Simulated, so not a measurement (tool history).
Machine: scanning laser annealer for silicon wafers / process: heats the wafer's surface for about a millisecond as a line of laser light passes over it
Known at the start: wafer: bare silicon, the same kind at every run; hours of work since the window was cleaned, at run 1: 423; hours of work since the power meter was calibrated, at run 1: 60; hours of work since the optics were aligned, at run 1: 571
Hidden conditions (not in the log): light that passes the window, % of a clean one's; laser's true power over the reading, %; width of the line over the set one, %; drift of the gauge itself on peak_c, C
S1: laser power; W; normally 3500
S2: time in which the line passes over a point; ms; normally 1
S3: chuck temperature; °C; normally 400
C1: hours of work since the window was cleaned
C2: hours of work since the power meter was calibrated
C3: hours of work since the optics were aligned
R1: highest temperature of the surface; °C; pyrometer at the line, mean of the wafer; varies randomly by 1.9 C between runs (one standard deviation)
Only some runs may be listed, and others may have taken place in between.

| run | hour | S1 | S2 | S3 | C1 | C2 | C3 | R1 |
|---|---|---|---|---|---|---|---|---|
| 1 | 0 | 3500 | 1 | 400 | 423 | 60 | 571 | 1124 |
| 2 | 15.1 | 3252 | 1 | 400 | 431 | 68 | 580 | 1072 |
| 3 | 29.1 | 3500 | 1 | 418 | 439 | 76 | 587 | 1141 |
| 4 | 40.4 | 3500 | 1 | 402 | 445 | 82 | 594 | 1120 |
| 5 | 51.2 | 3500 | 1 | 402 | 451 | 88 | 600 | 1123 |
| 6 | 65.2 | 3186 | 1 | 400 | 459 | 96 | 607 | 1056 |
| 7 | 74 | 3186 | 1 | 400 | 464 | 101 | 612 | 1056 |
| 8 | 86.3 | 3186 | 1 | 400 | 470 | 107 | 619 | 1053 |
| 9 | 100.7 | 3386 | 1 | 400 | 478 | 115 | 627 | 1096 |
| 10 | 119.9 | 3386 | 1 | 400 | 489 | 126 | 637 | 1094 |
| 11 | 135.9 | 3617 | 1 | 400 | 498 | 135 | 646 | 1144 |
| 12 | 152.8 | 3836 | 0.92 | 417 | 507 | 144 | 656 | 1175 |
| 13 | 161.9 | 3796 | 1.06 | 367 | 512 | 149 | 661 | 1168 |
| 14 | 173.7 | 3088 | 0.76 | 367 | 518 | 155 | 667 | 926 |
| 15 | 187.5 | 3500 | 0.99 | 421 | 526 | 163 | 675 | 1135 |
| 16 | 204.3 | 3441 | 1.03 | 406 | 535 | 172 | 684 | 1120 |
| 17 | 213.6 | 3384 | 1.18 | 400 | 540 | 177 | 689 | 1149 |
| 18 | 225 | 3384 | 0.86 | 400 | 547 | 184 | 695 | 1045 |

5 ways to go on from here, each from the tool as it stands after run 18. What would each give?
| A | 234.7 | 3384 | 0.98 | 395 | 552 | 189 | 701 | ? |
| B | 234.7 | 3474 | 1.14 | 397 | 552 | 189 | 701 | ? |
| C | 234.7 | 3025 | 0.85 | 423 | 552 | 189 | 701 | ? |
| D | 234.7 | 3384 | 1.2 | 400 | 552 | 189 | 701 | ? |
| E | 234.7 | 3382 | 0.86 | 370 | 552 | 189 | 701 | ? |

| run | R1 |
|---|---|
| A | 1079 |
| B | 1149 |
| C | 999 |
| D | 1152 |
| E | 1017 |
Without the tool's unlogged condition, the same runs would have read:
| run | R1 |
|---|---|
| A | 1115 |
| B | 1189 |
| C | 1029 |
| D | 1192 |
| E | 1051 |
